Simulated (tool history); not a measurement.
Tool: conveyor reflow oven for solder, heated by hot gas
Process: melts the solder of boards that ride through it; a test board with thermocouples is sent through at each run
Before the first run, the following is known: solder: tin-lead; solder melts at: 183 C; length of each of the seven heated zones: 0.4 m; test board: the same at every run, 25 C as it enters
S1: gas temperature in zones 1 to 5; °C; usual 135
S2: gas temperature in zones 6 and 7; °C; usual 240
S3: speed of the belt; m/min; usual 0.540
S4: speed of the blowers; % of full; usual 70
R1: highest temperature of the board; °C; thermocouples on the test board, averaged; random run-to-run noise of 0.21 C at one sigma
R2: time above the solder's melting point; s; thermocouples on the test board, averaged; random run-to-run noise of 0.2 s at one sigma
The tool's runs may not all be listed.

run,hour,S1,S2,S3,S4,R1,R2
1,0.0,135,240,0.540,70,217.0,64.8
2,15.3,135,240,0.540,70,217.6,64.7
3,36.2,135,240,0.540,52,212.4,59.2
4,65.9,135,240,0.540,70,217.1,64.4
5,89.4,135,240,0.540,70,216.7,64.7
6,104.4,135,240,0.540,70,216.6,64.4
7,131.0,135,240,0.540,70,216.7,64.2
8,162.4,135,240,0.540,70,216.5,64.1
9,179.4,135,240,0.540,70,216.4,63.7
10,204.3,135,240,0.540,70,216.7,63.5
11,232.5,135,230,0.438,70,214.4,79.3
12,255.6,146,240,0.540,51,214.4,66.4
13,270.5,146,240,0.540,51,214.4,65.4
14,300.5,135,253,0.512,70,229.1,78.8
15,328.4,142,245,0.512,70,223.4,78.0
16,359.7,145,240,0.540,70,217.7,69.9
17,389.4,142,251,0.648,70,218.3,56.5
18,423.7,142,251,0.546,56,222.3,71.2
19,460.5,128,252,0.540,65,224.6,68.8
20,485.5,128,252,0.540,65,224.7,69.1

The log once held 1 entry between its listed runs, left out of this copy. Where does each go, and what is different about the tool's unlogged condition between the listed run before it and the listed run after it?
Run 18 -> run 19: flux residue cleaned out of gas plates and filters (hour 447.1)
  heat that the gas passes to the board, % of a clean oven's: 92.8 -> 99.1; belt's true speed, % of the reading: 98.58 -> 98.52; true gas temperature in zones 6 and 7 over the reading, C: -1.29 -> -1.33
  what was measured, less what the result would be without the hidden state, R1: -2.7 -> -0.8 °C; R2: -1.4 -> +0.5 s

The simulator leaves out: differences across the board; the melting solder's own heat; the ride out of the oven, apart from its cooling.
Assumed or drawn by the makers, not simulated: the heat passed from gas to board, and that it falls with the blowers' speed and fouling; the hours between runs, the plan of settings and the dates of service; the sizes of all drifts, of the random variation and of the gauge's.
